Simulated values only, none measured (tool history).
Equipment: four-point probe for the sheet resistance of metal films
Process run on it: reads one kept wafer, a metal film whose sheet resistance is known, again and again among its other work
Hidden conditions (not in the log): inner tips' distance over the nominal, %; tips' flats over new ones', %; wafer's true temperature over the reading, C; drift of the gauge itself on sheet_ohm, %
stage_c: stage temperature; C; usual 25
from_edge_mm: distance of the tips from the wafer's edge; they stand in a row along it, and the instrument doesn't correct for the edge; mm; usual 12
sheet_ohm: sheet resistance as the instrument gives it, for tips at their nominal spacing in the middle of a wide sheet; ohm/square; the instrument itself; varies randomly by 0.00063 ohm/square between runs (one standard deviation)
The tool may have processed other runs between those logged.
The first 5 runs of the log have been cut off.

run	hour	stage_c	from_edge_mm	touches since the probe head was changed	hours of work since the stage's thermometer was calibrated	sheet_ohm
6	64.5	25	21	74144	353	3.088873
7	81.0	25	21	74654	361	3.089580
8	88.7	25	21	74890	364	3.088427
9	105.3	19	12	75403	372	3.119001
10	117.6	19	12	75781	378	3.119490
11	128.7	25	12	76123	383	3.096510
12	137.1	25	12	76384	387	3.096642
13	148.4	25	3	76730	393	3.258283
# hour 153.7: new probe head fitted
14	164.5	23	3	335	400	3.301182
15	172.6	23	3	585	403	3.298743
16	191.1	25	5	1153	412	3.182194
17	207.9	25	5	1674	420	3.182303
18	224.9	25	12	2198	428	3.126502
19	237.7	25	12	2590	434	3.128468
20	248.7	23	12	2929	439	3.133919
21	263.1	23	12	3375	446	3.134681
22	278.2	25	12	3841	453	3.127401
23	293.9	25	12	4322	461	3.127542
24	304.1	25	8	4638	465	3.142149
25	313.1	25	8	4915	470	3.141801
26	323.9	25	18	5248	475	3.120697

Forecast run 27:
27	338.7	25	18	5705	482	?

sheet_ohm: 3.120907 ohm/square
If the tool had no hidden condition, the same run with the same run-to-run variation would have returned sheet_ohm 3.128453 ohm/square.

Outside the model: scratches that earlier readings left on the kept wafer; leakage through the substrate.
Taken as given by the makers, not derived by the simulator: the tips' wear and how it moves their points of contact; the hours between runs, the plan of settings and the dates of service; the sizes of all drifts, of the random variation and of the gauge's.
